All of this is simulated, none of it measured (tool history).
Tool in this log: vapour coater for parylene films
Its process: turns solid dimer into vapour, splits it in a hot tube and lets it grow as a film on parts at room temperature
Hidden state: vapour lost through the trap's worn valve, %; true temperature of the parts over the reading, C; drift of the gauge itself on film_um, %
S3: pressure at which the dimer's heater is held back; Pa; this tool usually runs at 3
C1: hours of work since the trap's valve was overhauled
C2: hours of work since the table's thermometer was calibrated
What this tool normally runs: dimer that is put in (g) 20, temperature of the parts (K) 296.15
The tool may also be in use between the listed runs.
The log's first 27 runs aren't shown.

Run 28, day 37.333: usual settings but dimer that is put in (g) 16, temperature of the parts (K) 289.15, S3 4.63 Pa; C1 307; C2 819. Result: thickness of the film (µm) 6.32.
Run 29, day 38.279: usual settings but dimer that is put in (g) 16, temperature of the parts (K) 289.15, S3 4.63 Pa; C1 316; C2 829. Result: thickness of the film (µm) 6.44.
Run 30, day 39.225: usual settings but temperature of the parts (K) 306.15, S3 6.03 Pa; C1 325; C2 838. Result: thickness of the film (µm) 4.5.
Run 31, day 40.388: usual settings but temperature of the parts (K) 306.15, S3 6.03 Pa; C1 337; C2 850. Result: thickness of the film (µm) 4.54.
Run 32, day 41.825: usual settings but dimer that is put in (g) 15, temperature of the parts (K) 289.15, S3 9.29 Pa; C1 351; C2 864. Result: thickness of the film (µm) 5.47.
Run 33, day 43.146: usual settings but dimer that is put in (g) 15, temperature of the parts (K) 289.15, S3 9.29 Pa; C1 365; C2 877. Result: thickness of the film (µm) 5.42.
Run 34, day 44.221: usual settings but dimer that is put in (g) 15, temperature of the parts (K) 300.15, S3 9.29 Pa; C1 375; C2 888. Result: thickness of the film (µm) 3.82.
Run 35, day 45.946: usual settings but dimer that is put in (g) 15, temperature of the parts (K) 300.15, S3 9.29 Pa; C1 392; C2 905. Result: thickness of the film (µm) 3.86.
Run 36, day 46.738: usual settings but dimer that is put in (g) 27, S3 11.05 Pa; C1 400; C2 913. Result: thickness of the film (µm) 7.64.
Run 37, day 48.175: usual settings but dimer that is put in (g) 27, S3 11.05 Pa; C1 415; C2 928. Result: thickness of the film (µm) 7.65.
Run 38, day 49.962: usual settings but dimer that is put in (g) 27, temperature of the parts (K) 305.15, S3 10.88 Pa; C1 433; C2 945. Result: thickness of the film (µm) 5.71.
At day 50.5: trap's valve overhauled.
Run 39, day 51.629: usual settings but dimer that is put in (g) 27, temperature of the parts (K) 305.15, S3 10.88 Pa; C1 11; C2 960. Result: thickness of the film (µm) 5.98.
Run 40, day 53.4: usual settings but dimer that is put in (g) 27, temperature of the parts (K) 297.15, S3 10.88 Pa; C1 29; C2 978. Result: thickness of the film (µm) 7.81.
Run 41, day 54.583: usual settings but dimer that is put in (g) 27, temperature of the parts (K) 301.15, S3 6.37 Pa; C1 41; C2 990. Result: thickness of the film (µm) 7.38.
Run 42, day 56.25: usual settings but dimer that is put in (g) 11, temperature of the parts (K) 290.15, S3 6.37 Pa; C1 57; C2 1006. Result: thickness of the film (µm) 4.31.
Run 43, day 57.379: usual settings but dimer that is put in (g) 29; C1 69; C2 1018. Result: thickness of the film (µm) 10.19.
Run 44, day 59.071: usual settings but dimer that is put in (g) 16, temperature of the parts (K) 293.15, S3 2.09 Pa; C1 85; C2 1035. Result: thickness of the film (µm) 6.59.
Run 45, day 60.021: usual settings but dimer that is put in (g) 16, temperature of the parts (K) 293.15, S3 2.09 Pa; C1 95; C2 1044. Result: thickness of the film (µm) 6.51.
Run 46, day 60.942: usual settings but dimer that is put in (g) 13, temperature of the parts (K) 297.15, S3 3.3 Pa; C1 104; C2 1053. Result: thickness of the film (µm) 4.32.

Branching from run 46: 4 alternative next runs. What would each branch give?
Run A, day 62.375: usual settings but dimer that is put in (g) 23, temperature of the parts (K) 293.15, S3 9.32 Pa; C1 118; C2 1068. Result: thickness of the film (µm) ?.
Run B, day 62.375: usual settings but dimer that is put in (g) 22, S3 4.23 Pa; C1 118; C2 1068. Result: thickness of the film (µm) ?.
Run C, day 62.375: usual settings but dimer that is put in (g) 15, temperature of the parts (K) 298.15; C1 118; C2 1068. Result: thickness of the film (µm) ?.
Run D, day 62.375: usual settings but dimer that is put in (g) 13, temperature of the parts (K) 295.15, S3 3.3 Pa; C1 118; C2 1068. Result: thickness of the film (µm) ?.

run  thickness of the film (µm)
  A                        7.53
  B                        7.35
  C                        4.95
  D                        4.59
Without the tool's unlogged condition, the same runs would have read:
run  thickness of the film (µm)
  A                        7.52
  B                        7.34
  C                        4.95
  D                        4.59

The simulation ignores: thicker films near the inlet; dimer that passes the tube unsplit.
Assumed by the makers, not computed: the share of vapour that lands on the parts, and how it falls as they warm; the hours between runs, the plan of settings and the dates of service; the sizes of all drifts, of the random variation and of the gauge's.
